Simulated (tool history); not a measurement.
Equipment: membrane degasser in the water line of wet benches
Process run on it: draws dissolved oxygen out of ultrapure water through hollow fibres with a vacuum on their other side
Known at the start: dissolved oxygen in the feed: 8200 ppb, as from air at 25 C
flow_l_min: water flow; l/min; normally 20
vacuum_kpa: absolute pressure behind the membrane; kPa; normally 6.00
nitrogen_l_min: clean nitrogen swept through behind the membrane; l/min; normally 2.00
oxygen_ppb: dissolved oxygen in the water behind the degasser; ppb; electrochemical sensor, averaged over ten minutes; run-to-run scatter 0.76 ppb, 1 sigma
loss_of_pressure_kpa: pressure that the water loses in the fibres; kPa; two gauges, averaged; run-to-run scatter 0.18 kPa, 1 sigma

run 1 hour=0.0 | flow_l_min=20 vacuum_kpa=6.00 nitrogen_l_min=2.00 | oxygen_ppb=72.5 loss_of_pressure_kpa=35.49
run 2 hour=46.2 | flow_l_min=20 vacuum_kpa=6.00 nitrogen_l_min=2.00 | oxygen_ppb=70.1 loss_of_pressure_kpa=35.90
run 3 hour=141.3 | flow_l_min=20 vacuum_kpa=6.00 nitrogen_l_min=2.00 | oxygen_ppb=71.7 loss_of_pressure_kpa=35.62
run 4 hour=198.9 | flow_l_min=20 vacuum_kpa=6.00 nitrogen_l_min=2.00 | oxygen_ppb=73.6 loss_of_pressure_kpa=35.71
run 5 hour=268.4 | flow_l_min=20 vacuum_kpa=4.98 nitrogen_l_min=2.00 | oxygen_ppb=48.9 loss_of_pressure_kpa=36.16
run 6 hour=330.3 | flow_l_min=22 vacuum_kpa=4.98 nitrogen_l_min=2.00 | oxygen_ppb=56.7 loss_of_pressure_kpa=39.45
run 7 hour=373.4 | flow_l_min=16 vacuum_kpa=6.00 nitrogen_l_min=2.00 | oxygen_ppb=55.9 loss_of_pressure_kpa=28.91
run 8 hour=463.9 | flow_l_min=16 vacuum_kpa=6.00 nitrogen_l_min=2.00 | oxygen_ppb=56.0 loss_of_pressure_kpa=28.78
run 9 hour=558.8 | flow_l_min=16 vacuum_kpa=6.00 nitrogen_l_min=2.00 | oxygen_ppb=55.8 loss_of_pressure_kpa=28.85
run 10 hour=632.2 | flow_l_min=16 vacuum_kpa=6.00 nitrogen_l_min=2.00 | oxygen_ppb=55.3 loss_of_pressure_kpa=28.46
run 11 hour=699.2 | flow_l_min=16 vacuum_kpa=6.00 nitrogen_l_min=2.00 | oxygen_ppb=54.4 loss_of_pressure_kpa=28.91
run 12 hour=759.5 | flow_l_min=27 vacuum_kpa=6.00 nitrogen_l_min=2.00 | oxygen_ppb=111.7 loss_of_pressure_kpa=48.89
run 13 hour=857.1 | flow_l_min=20 vacuum_kpa=6.00 nitrogen_l_min=2.00 | oxygen_ppb=73.8 loss_of_pressure_kpa=36.17
run 14 hour=950.4 | flow_l_min=20 vacuum_kpa=6.00 nitrogen_l_min=2.00 | oxygen_ppb=71.6 loss_of_pressure_kpa=36.30
run 15 hour=999.6 | flow_l_min=20 vacuum_kpa=6.00 nitrogen_l_min=2.00 | oxygen_ppb=71.8 loss_of_pressure_kpa=36.52
run 16 hour=1096.8 | flow_l_min=20 vacuum_kpa=6.00 nitrogen_l_min=2.95 | oxygen_ppb=52.6 loss_of_pressure_kpa=36.04
run 17 hour=1140.9 | flow_l_min=20 vacuum_kpa=6.00 nitrogen_l_min=2.95 | oxygen_ppb=52.6 loss_of_pressure_kpa=36.35
run 18 hour=1195.9 | flow_l_min=20 vacuum_kpa=6.00 nitrogen_l_min=3.94 | oxygen_ppb=42.7 loss_of_pressure_kpa=36.38
run 19 hour=1277.8 | flow_l_min=20 vacuum_kpa=6.00 nitrogen_l_min=3.94 | oxygen_ppb=41.8 loss_of_pressure_kpa=36.25
run 20 hour=1329.6 | flow_l_min=12 vacuum_kpa=6.00 nitrogen_l_min=2.41 | oxygen_ppb=34.5 loss_of_pressure_kpa=22.10
run 21 hour=1374.5 | flow_l_min=21 vacuum_kpa=6.44 nitrogen_l_min=3.95 | oxygen_ppb=50.4 loss_of_pressure_kpa=37.93
run 22 hour=1423.5 | flow_l_min=20 vacuum_kpa=4.54 nitrogen_l_min=2.42 | oxygen_ppb=33.0 loss_of_pressure_kpa=36.34
run 23 hour=1512.4 | flow_l_min=29 vacuum_kpa=9.92 nitrogen_l_min=1.08 | oxygen_ppb=396.5 loss_of_pressure_kpa=52.77
run 24 hour=1598.7 | flow_l_min=29 vacuum_kpa=6.23 nitrogen_l_min=1.08 | oxygen_ppb=207.1 loss_of_pressure_kpa=52.91
run 25 hour=1659.8 | flow_l_min=20 vacuum_kpa=7.63 nitrogen_l_min=0.87 | oxygen_ppb=223.5 loss_of_pressure_kpa=36.23
run 26 hour=1726.0 | flow_l_min=20 vacuum_kpa=7.63 nitrogen_l_min=0.87 | oxygen_ppb=226.4 loss_of_pressure_kpa=36.60
run 27 hour=1779.0 | flow_l_min=29 vacuum_kpa=12.31 nitrogen_l_min=5.45 | oxygen_ppb=149.4 loss_of_pressure_kpa=53.21
run 28 hour=1859.4 | flow_l_min=20 vacuum_kpa=12.31 nitrogen_l_min=5.45 | oxygen_ppb=89.1 loss_of_pressure_kpa=36.63
run 29 hour=1941.7 | flow_l_min=23 vacuum_kpa=7.06 nitrogen_l_min=0.86 | oxygen_ppb=226.9 loss_of_pressure_kpa=42.17
-- hour=1982.8 gauge calibrated
run 30 hour=2027.6 | flow_l_min=23 vacuum_kpa=7.06 nitrogen_l_min=0.86 | oxygen_ppb=233.3 loss_of_pressure_kpa=41.20
run 31 hour=2119.2 | flow_l_min=12 vacuum_kpa=10.48 nitrogen_l_min=5.30 | oxygen_ppb=41.9 loss_of_pressure_kpa=21.20
run 32 hour=2185.8 | flow_l_min=17 vacuum_kpa=11.69 nitrogen_l_min=2.43 | oxygen_ppb=143.1 loss_of_pressure_kpa=30.65

Each row is a separate what-if for the run after 32, all from the same tool condition, not one after another. Results?
run A hour=2282.6 | flow_l_min=20 vacuum_kpa=5.03 nitrogen_l_min=2.00 | oxygen_ppb=? loss_of_pressure_kpa=?
run B hour=2282.6 | flow_l_min=14 vacuum_kpa=8.53 nitrogen_l_min=1.63 | oxygen_ppb=? loss_of_pressure_kpa=?
run C hour=2282.6 | flow_l_min=23 vacuum_kpa=11.69 nitrogen_l_min=2.43 | oxygen_ppb=? loss_of_pressure_kpa=?

run=A oxygen_ppb=49.4 loss_of_pressure_kpa=35.84
run=B oxygen_ppb=109.4 loss_of_pressure_kpa=24.90
run=C oxygen_ppb=201.0 loss_of_pressure_kpa=40.95
Stripped of hidden state, with their random variation kept, the same runs would have yielded:
run=A oxygen_ppb=49.3 loss_of_pressure_kpa=35.67
run=B oxygen_ppb=109.2 loss_of_pressure_kpa=24.78
run=C oxygen_ppb=200.8 loss_of_pressure_kpa=40.76
